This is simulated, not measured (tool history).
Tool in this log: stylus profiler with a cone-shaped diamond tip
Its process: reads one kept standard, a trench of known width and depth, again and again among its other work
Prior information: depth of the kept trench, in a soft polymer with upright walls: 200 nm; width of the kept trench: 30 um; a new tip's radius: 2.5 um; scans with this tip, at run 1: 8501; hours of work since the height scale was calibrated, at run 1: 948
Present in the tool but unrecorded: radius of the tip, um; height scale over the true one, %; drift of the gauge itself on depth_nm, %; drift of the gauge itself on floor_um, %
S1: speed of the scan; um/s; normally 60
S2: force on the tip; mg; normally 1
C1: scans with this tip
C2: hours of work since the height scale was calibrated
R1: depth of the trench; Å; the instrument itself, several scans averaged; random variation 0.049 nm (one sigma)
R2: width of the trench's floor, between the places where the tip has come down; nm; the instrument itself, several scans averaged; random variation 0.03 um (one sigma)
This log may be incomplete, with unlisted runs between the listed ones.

run    hour   S1    S2     C1    C2      R1     R2
  1       0   60     1   8501   948  2017.3  27160
  2    47.1   60     1   8736   974    2018  27140
  3    98.8  138     1   8994  1003  2016.5  26560
  4   145.3  138     1   9227  1029  2017.3  26530
  5   198.5  138     1   9492  1058  2016.5  26520
  6   243.3  138     1   9716  1083    2018  26500
  7     286   60  0.83   9930  1107  2016.2  27120
  8   345.1   60  2.75  10225  1140  2031.4  27330
  9   398.7   60     1  10492  1170    2018  27150
 10   426.2   60     1  10630  1185  2018.1  27170
 11   476.8   60     1  10883  1213  2018.2  27120
      487.4  -- height scale calibrated on a step standard
 12     508   60     1  11036    11  2019.8  27100
 13   565.5   68     1  11323    44  2019.6  27000
 14   607.2   68     1  11532    67  2020.1  26990
 15   644.7   68     1  11719    88  2020.2  27000
 16   679.9   68     1  11895   107  2020.3  27000
 17   735.9   68     1  12174   138  2020.4  26980
 18   764.9   60     1  12319   155  2021.2  27100
        807  -- height scale calibrated on a step standard, once more
 19   819.8   60     1  12591     7  2014.2  27000
 20   848.2   60     1  12733    23  2013.9  27070
 21   902.4   60     1  13004    53  2014.2  26980
 22   955.8   60     1  13271    83  2013.9  27010
 23   982.3   60     1  13403    98    2014  27030
 24  1014.7   60     1  13565   116    2015  26990
 25  1076.8   47     1  13875   150  2015.5  27080
 26  1114.2   27  1.16  14062   171  2016.5  27250
 27  1175.6   23  0.66  14369   205  2012.4  27240
 28  1226.7  121  2.66  14624   234    2028  26840
 29  1258.7   43     1  14784   252    2016  27040
 30  1313.9   43  0.92  15060   282  2015.1  27080
 31  1367.7   15  2.31  15328   312  2024.5  27370
 32    1403   15  2.31  15505   332  2024.8  27340
 33  1433.9  187  2.11  15659   349  2024.3  26360
 34  1492.2  187  2.11  15951   382  2024.4  26310
 35  1538.5  187  2.11  16182   407  2023.1  26360
 36  1575.1   91  0.99  16365   428  2015.9  26600
 37    1633  193  2.92  16654   460  2030.3  26440
 38  1658.6   19  0.55  16782   474  2010.7  27150
 39  1697.6   19  0.55  16976   496  2011.3  27150
 40  1757.2   19  0.55  17274   529  2011.7  27140
 41  1820.4  171  2.14  17590   564  2025.4  26360
 42  1869.6   68  0.68  17836   592  2012.8  26700
 43  1929.2   68  0.68  18134   625  2012.6  26690
 44  1971.7   60  2.92  18346   649  2031.5  26930
 45  2025.2   23  0.51  18613   679  2011.5  27010
 46  2070.5   34     1  18840   704  2016.9  27000

4 options for the next run, each taken on its own from the tool as it stands now. Forecast them:
  A  2098  172     1  18977  719   ?   ?
  B  2098   26  1.16  18977  719   ?   ?
  C  2098   34  0.67  18977  719   ?   ?
  D  2098  208  0.44  18977  719   ?   ?

run      R1     R2
  A  2017.2  25880
  B  2018.1  27060
  C  2014.1  26930
  D  2011.1  24750
With the hidden condition removed and each run's random variation left untouched, the same runs would have given:
run      R1     R2
  A  2013.5  26670
  B  2014.4  27840
  C  2010.4  27710
  D  2007.4  25530

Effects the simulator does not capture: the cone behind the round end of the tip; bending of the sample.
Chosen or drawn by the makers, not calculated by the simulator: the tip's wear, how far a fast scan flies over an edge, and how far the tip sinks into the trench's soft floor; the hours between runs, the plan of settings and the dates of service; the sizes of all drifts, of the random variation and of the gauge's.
